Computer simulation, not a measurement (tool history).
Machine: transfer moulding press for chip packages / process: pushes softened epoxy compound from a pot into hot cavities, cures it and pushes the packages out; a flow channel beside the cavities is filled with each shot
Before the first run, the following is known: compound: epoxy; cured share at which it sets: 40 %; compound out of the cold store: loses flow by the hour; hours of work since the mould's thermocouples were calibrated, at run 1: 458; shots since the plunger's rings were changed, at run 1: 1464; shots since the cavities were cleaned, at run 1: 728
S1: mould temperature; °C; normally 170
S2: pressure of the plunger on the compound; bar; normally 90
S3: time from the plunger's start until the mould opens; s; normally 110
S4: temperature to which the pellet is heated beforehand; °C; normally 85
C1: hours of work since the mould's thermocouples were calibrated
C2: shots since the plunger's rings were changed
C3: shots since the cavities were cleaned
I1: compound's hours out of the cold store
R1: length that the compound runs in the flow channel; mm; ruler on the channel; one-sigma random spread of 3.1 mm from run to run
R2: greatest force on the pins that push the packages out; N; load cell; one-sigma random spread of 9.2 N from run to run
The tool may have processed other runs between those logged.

run,hour,S1,S2,S3,S4,C1,C2,C3,I1,R1,R2
1,0,170,90,110,85,458,1464,728,46.8,763,749
# hour 2.8: cavities cleaned with cleaning compound and waxed
2,14.1,170,90,110,85,466,1583,107,39.5,781,534
3,28.5,170,103.3,110,85,475,1719,243,38.1,838,608
4,44.9,170,90,110,85,485,1875,399,18.3,832,695
5,61.1,170,90,110,85,495,2027,551,38.6,780,736
6,73.3,170,90,110,85,502,2143,667,44.4,762,759
# hour 82.8: cavities cleaned with cleaning compound and waxed
7,93.7,170,90,110,85,514,2322,104,45.9,765,508
8,106.2,163,90,110,85,522,2440,222,30.3,831,986
9,114.3,170,90,110,85,527,2516,298,30.6,794,657
10,126.7,177,90,110,85,534,2633,415,41.1,737,524
11,137.1,177,90,111,85,541,2732,514,22.6,783,608
12,153.4,177,90,111,85,551,2885,667,17.4,796,623
# hour 162.1: cavities cleaned with cleaning compound and waxed
13,163.2,177,90,111,85,556,2964,10,39.8,734,385
14,171.8,177,90,111,85,561,3045,91,25.7,774,428
15,189.6,177,90,111,85,572,3213,259,19.6,783,516
# hour 204.2: plunger's sealing rings changed
16,204.2,177,90,111,85,580,0,374,20.4,814,566
17,214.7,177,90,111,85,586,99,473,41.9,760,583
18,225.2,170,79.9,97,85,593,199,573,18.9,799,950
19,236.1,167,73.3,97,81,600,301,675,26.8,761,1174
# hour 244.1: cavities cleaned with cleaning compound and waxed
20,247,167,86.3,97,81,605,390,27,26.8,827,759
21,255.6,170,90,110,76,611,472,109,29.6,819,553
22,269.6,173,101.7,110,85,619,603,240,31.7,853,551
23,277.8,174,73.8,147,85,624,681,318,37.6,707,528
24,290.1,174,73.8,147,85,632,797,434,8.8,773,582
25,299.8,171,90.8,100,81,638,889,526,27,819,845
26,309,174,90.8,100,81,644,976,613,34.6,789,728
# hour 324: cavities cleaned with cleaning compound and waxed
27,330,174,90.8,100,81,656,1160,56,13.8,841,490
28,348.8,166,90,98,85,667,1338,234,21.8,851,1066
29,364.5,170,90,110,75,677,1487,383,41.3,778,695

Branching from run 29: 4 alternative next runs. What would each branch give?
A,373.2,170,93.9,110,85,682,1569,465,17.4,?,?
B,373.2,164,90,110,85,682,1569,465,28.2,?,?
C,373.2,170,90,110,88,682,1569,465,33,?,?
D,373.2,170,90,121,75,682,1569,465,12.5,?,?

run,R1,R2
A,861,758
B,842,1097
C,804,731
D,858,667
Without the tool's hidden state the same runs would have given:
run,R1,R2
A,869,427
B,849,590
C,811,415
D,866,383

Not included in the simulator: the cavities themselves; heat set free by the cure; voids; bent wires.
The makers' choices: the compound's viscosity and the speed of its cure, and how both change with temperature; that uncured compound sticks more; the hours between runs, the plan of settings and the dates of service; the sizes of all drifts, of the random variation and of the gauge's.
